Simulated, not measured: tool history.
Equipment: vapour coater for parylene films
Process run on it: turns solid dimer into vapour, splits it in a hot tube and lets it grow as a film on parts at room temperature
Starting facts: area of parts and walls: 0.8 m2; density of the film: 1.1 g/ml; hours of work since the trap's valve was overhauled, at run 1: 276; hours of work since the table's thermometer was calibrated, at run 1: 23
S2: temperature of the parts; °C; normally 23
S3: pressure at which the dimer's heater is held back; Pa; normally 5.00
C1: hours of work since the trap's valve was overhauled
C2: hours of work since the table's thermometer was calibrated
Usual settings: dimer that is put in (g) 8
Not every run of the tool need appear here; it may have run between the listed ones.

run 1 hour=0.0 | dimer_that_is_put_in_(g)=8 S2=23 S3=5.00 | C1=276 C2=23 | thickness_of_the_film_(um)=6.37
run 2 hour=14.0 | dimer_that_is_put_in_(g)=8 S2=23 S3=5.00 | C1=284 C2=30 | thickness_of_the_film_(um)=6.33
run 3 hour=25.9 | dimer_that_is_put_in_(g)=7 S2=23 S3=5.00 | C1=290 C2=37 | thickness_of_the_film_(um)=5.50
run 4 hour=45.9 | dimer_that_is_put_in_(g)=8 S2=23 S3=5.03 | C1=301 C2=48 | thickness_of_the_film_(um)=6.34
run 5 hour=59.5 | dimer_that_is_put_in_(g)=8 S2=23 S3=5.00 | C1=309 C2=55 | thickness_of_the_film_(um)=6.26
-- hour=70.6 trap's valve overhauled
run 6 hour=78.2 | dimer_that_is_put_in_(g)=8 S2=23 S3=5.00 | C1=4 C2=63 | thickness_of_the_film_(um)=7.23
run 7 hour=92.5 | dimer_that_is_put_in_(g)=8 S2=23 S3=5.00 | C1=12 C2=71 | thickness_of_the_film_(um)=7.20
run 8 hour=112.2 | dimer_that_is_put_in_(g)=8 S2=23 S3=5.00 | C1=23 C2=82 | thickness_of_the_film_(um)=7.06
run 9 hour=133.3 | dimer_that_is_put_in_(g)=8 S2=23 S3=5.00 | C1=34 C2=94 | thickness_of_the_film_(um)=7.04
run 10 hour=149.7 | dimer_that_is_put_in_(g)=8 S2=23 S3=5.00 | C1=43 C2=103 | thickness_of_the_film_(um)=7.10
run 11 hour=170.9 | dimer_that_is_put_in_(g)=8 S2=23 S3=5.00 | C1=55 C2=114 | thickness_of_the_film_(um)=7.03
run 12 hour=181.8 | dimer_that_is_put_in_(g)=8 S2=23 S3=5.00 | C1=61 C2=120 | thickness_of_the_film_(um)=6.96
run 13 hour=199.5 | dimer_that_is_put_in_(g)=8 S2=23 S3=5.00 | C1=71 C2=130 | thickness_of_the_film_(um)=7.07
run 14 hour=211.3 | dimer_that_is_put_in_(g)=8 S2=23 S3=5.00 | C1=77 C2=136 | thickness_of_the_film_(um)=7.05
run 15 hour=220.1 | dimer_that_is_put_in_(g)=8 S2=23 S3=5.00 | C1=82 C2=141 | thickness_of_the_film_(um)=6.89
run 16 hour=240.4 | dimer_that_is_put_in_(g)=5 S2=23 S3=4.17 | C1=93 C2=152 | thickness_of_the_film_(um)=4.40
run 17 hour=255.2 | dimer_that_is_put_in_(g)=8 S2=19 S3=5.00 | C1=101 C2=161 | thickness_of_the_film_(um)=7.78
run 18 hour=274.7 | dimer_that_is_put_in_(g)=8 S2=19 S3=5.00 | C1=112 C2=171 | thickness_of_the_film_(um)=7.79
run 19 hour=289.6 | dimer_that_is_put_in_(g)=8 S2=19 S3=5.00 | C1=120 C2=179 | thickness_of_the_film_(um)=7.86
run 20 hour=303.7 | dimer_that_is_put_in_(g)=8 S2=19 S3=5.00 | C1=128 C2=187 | thickness_of_the_film_(um)=7.73

Forecast run 21:
run 21 hour=316.8 | dimer_that_is_put_in_(g)=8 S2=19 S3=5.00 | C1=135 C2=194 | thickness_of_the_film_(um)=?

{"run 21": {"thickness of the film (um)": 7.69}}
With the hidden condition absent and the run-to-run variation left alone, this run would have shown thickness of the film (um) 8.11.
